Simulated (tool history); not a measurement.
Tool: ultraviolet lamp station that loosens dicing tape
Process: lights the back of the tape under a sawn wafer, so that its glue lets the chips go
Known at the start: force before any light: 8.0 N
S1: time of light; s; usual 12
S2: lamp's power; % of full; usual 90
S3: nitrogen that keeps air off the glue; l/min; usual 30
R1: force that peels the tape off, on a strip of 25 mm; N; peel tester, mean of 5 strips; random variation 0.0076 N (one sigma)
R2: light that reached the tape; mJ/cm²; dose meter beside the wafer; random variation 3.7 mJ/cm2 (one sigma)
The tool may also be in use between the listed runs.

Run 1, hour 0: usual settings. Result: R1 0.292 N, R2 611 mJ/cm².
Run 2, hour 17.2: usual settings. Result: R1 0.278 N, R2 602 mJ/cm².
Run 3, hour 49.6: usual settings. Result: R1 0.29 N, R2 614 mJ/cm².
Run 4, hour 76.4: usual settings. Result: R1 0.274 N, R2 609 mJ/cm².
Run 5, hour 98.4: usual settings but S2 76 % of full. Result: R1 0.405 N, R2 519 mJ/cm².
Run 6, hour 114.3: usual settings but S2 61 % of full. Result: R1 0.715 N, R2 415 mJ/cm².
Run 7, hour 135.2: usual settings but S2 61 % of full. Result: R1 0.68 N, R2 418 mJ/cm².
Run 8, hour 156.6: usual settings but S2 61 % of full. Result: R1 0.7 N, R2 415 mJ/cm².
Run 9, hour 180.9: usual settings but S2 61 % of full. Result: R1 0.701 N, R2 418 mJ/cm².
Run 10, hour 212.9: usual settings but S2 61 % of full. Result: R1 0.673 N, R2 421 mJ/cm².
Run 11, hour 232.8: usual settings but S2 61 % of full, S3 18 l/min. Result: R1 1.032 N, R2 419 mJ/cm².
Run 12, hour 261.8: usual settings but S2 61 % of full, S3 18 l/min. Result: R1 1.034 N, R2 422 mJ/cm².
Run 13, hour 285.1: usual settings but S3 34 l/min. Result: R1 0.259 N, R2 619 mJ/cm².
Run 14, hour 312.6: usual settings. Result: R1 0.285 N, R2 623 mJ/cm².
Run 15, hour 344.9: usual settings. Result: R1 0.282 N, R2 627 mJ/cm².
Run 16, hour 362.5: usual settings. Result: R1 0.292 N, R2 619 mJ/cm².
Run 17, hour 388.3: usual settings. Result: R1 0.299 N, R2 630 mJ/cm².
At hour 391.1: window cleaned of glue's vapour.
Run 18, hour 416.4: usual settings. Result: R1 0.284 N, R2 623 mJ/cm².
Run 19, hour 442.7: usual settings. Result: R1 0.281 N, R2 625 mJ/cm².
At hour 454.7: gauge calibrated.
Run 20, hour 474.9: usual settings but S2 86 % of full. Result: R1 0.33 N, R2 575 mJ/cm².
Run 21, hour 489.1: usual settings. Result: R1 0.29 N, R2 609 mJ/cm².
Run 22, hour 519.9: usual settings but S1 7 s, S2 80 % of full, S3 57 l/min. Result: R1 0.768 N, R2 320 mJ/cm².
Run 23, hour 546.9: usual settings but S2 89 % of full, S3 17 l/min. Result: R1 0.487 N, R2 608 mJ/cm².
Run 24, hour 561.7: usual settings but S2 89 % of full, S3 17 l/min. Result: R1 0.495 N, R2 601 mJ/cm².
Run 25, hour 585.5: usual settings but S2 89 % of full, S3 17 l/min. Result: R1 0.497 N, R2 600 mJ/cm².
Run 26, hour 607.5: usual settings but S1 17 s, S2 88 % of full, S3 17 l/min. Result: R1 0.233 N, R2 855 mJ/cm².
Run 27, hour 625.7: usual settings but S1 17 s, S2 88 % of full, S3 17 l/min. Result: R1 0.233 N, R2 854 mJ/cm².
Run 28, hour 646.1: usual settings but S2 95 % of full. Result: R1 0.267 N, R2 653 mJ/cm².
Run 29, hour 661.9: usual settings but S1 8 s, S2 93 % of full, S3 10 l/min. Result: R1 1.591 N, R2 427 mJ/cm².
Run 30, hour 694: usual settings but S1 8 s, S2 93 % of full, S3 10 l/min. Result: R1 1.584 N, R2 422 mJ/cm².
Run 31, hour 721.5: usual settings but S1 8 s, S2 93 % of full, S3 10 l/min. Result: R1 1.481 N, R2 429 mJ/cm².
Run 32, hour 751.5: usual settings but S1 24 s, S2 79 % of full, S3 47 l/min. Result: R1 0.135 N, R2 1084 mJ/cm².
Run 33, hour 783.2: usual settings but S1 7 s, S2 96 % of full. Result: R1 0.809 N, R2 389 mJ/cm².
Run 34, hour 797.7: usual settings but S2 89 % of full, S3 31 l/min. Result: R1 0.28 N, R2 616 mJ/cm².
Run 35, hour 830.4: usual settings but S2 86 % of full, S3 53 l/min. Result: R1 0.221 N, R2 595 mJ/cm².
Run 36, hour 861: usual settings but S2 86 % of full, S3 53 l/min. Result: R1 0.227 N, R2 596 mJ/cm².
Run 37, hour 891.9: usual settings but S2 86 % of full, S3 43 l/min. Result: R1 0.24 N, R2 594 mJ/cm².
Run 38, hour 923.6: usual settings but S3 32 l/min. Result: R1 0.278 N, R2 622 mJ/cm².
Run 39, hour 947: usual settings but S3 32 l/min. Result: R1 0.271 N, R2 625 mJ/cm².
Run 40, hour 978.1: usual settings but S2 79 % of full, S3 32 l/min. Result: R1 0.363 N, R2 553 mJ/cm².
Run 41, hour 1001.8: usual settings but S2 79 % of full, S3 32 l/min. Result: R1 0.359 N, R2 551 mJ/cm².
At hour 1008: window cleaned of glue's vapour.
Run 42, hour 1027.2: usual settings but S2 79 % of full, S3 32 l/min. Result: R1 0.35 N, R2 554 mJ/cm².

4 ways to go on from here, each from the tool as it stands after run 42. What would each give?
Run A, hour 1060.9: usual settings but S1 17 s. Result: R1 ?, R2 ?.
Run B, hour 1060.9: usual settings but S1 8 s, S2 75 % of full, S3 35 l/min. Result: R1 ?, R2 ?.
Run C, hour 1060.9: usual settings but S1 20 s, S2 79 % of full, S3 46 l/min. Result: R1 ?, R2 ?.
Run D, hour 1060.9: usual settings but S2 93 % of full, S3 17 l/min. Result: R1 ?, R2 ?.

run     R1   R2
  A  0.166  898
  B   0.91  356
  C  0.145  925
  D  0.447  656
Without the tool's hidden state the same runs would have given:
run     R1   R2
  A  0.165  867
  B  0.904  344
  C  0.145  892
  D  0.444  633

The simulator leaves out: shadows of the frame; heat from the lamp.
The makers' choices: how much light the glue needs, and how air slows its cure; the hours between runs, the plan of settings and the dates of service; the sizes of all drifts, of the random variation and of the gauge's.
